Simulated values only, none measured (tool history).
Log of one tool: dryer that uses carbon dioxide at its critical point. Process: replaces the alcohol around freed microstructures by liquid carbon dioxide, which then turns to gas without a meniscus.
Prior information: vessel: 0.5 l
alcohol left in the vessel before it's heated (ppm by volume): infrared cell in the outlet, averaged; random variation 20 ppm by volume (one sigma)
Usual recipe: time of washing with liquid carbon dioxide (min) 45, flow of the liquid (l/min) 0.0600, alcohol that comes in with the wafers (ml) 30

run,day,time of washing with liquid carbon dioxide (min),flow of the liquid (l/min),alcohol that comes in with the wafers (ml),alcohol left in the vessel before it's heated (ppm by volume)
1,0.000,45,0.0600,30,1923
2,2.521,45,0.0600,30,2068
3,4.617,45,0.0600,30,2174
# day 5.367: inlet filter changed
4,7.575,51,0.0600,30,878
5,9.588,45,0.0600,30,1511
6,11.300,45,0.0600,30,1584
7,14.142,45,0.0600,30,1749
8,16.579,45,0.0475,30,3967
9,18.446,45,0.0475,30,3938
10,19.833,52,0.0600,30,1234
11,22.204,45,0.0600,30,2147
12,23.846,45,0.0600,47,3408
# day 24.642: inlet filter changed
13,25.708,45,0.0600,47,2235
14,28.558,45,0.0600,47,2332
15,31.196,61,0.0643,30,427
16,33.479,61,0.0643,30,468
17,35.904,45,0.0538,42,3652
18,37.708,49,0.0775,105,1583
19,39.758,49,0.0775,105,1711
20,41.638,49,0.0775,105,1803
# day 43.950: inlet filter changed
21,44.375,45,0.0387,80,14558
# day 45.200: purifier's bed changed
22,46.492,45,0.0600,75,3507
23,47.721,45,0.0600,75,3443

Each row is a separate what-if for the run after 23, all from the same tool condition, not one after another. Results?
A,49.388,27,0.0567,75,?
B,49.388,45,0.0600,114,?
C,49.388,45,0.0600,31,?
D,49.388,54,0.0600,75,?

run,alcohol left in the vessel before it's heated (ppm by volume)
A,18569
B,5598
C,1485
D,1732
What these runs would have given with no unlogged condition in the tool:
run,alcohol left in the vessel before it's heated (ppm by volume)
A,17109
B,4837
C,1276
D,1448
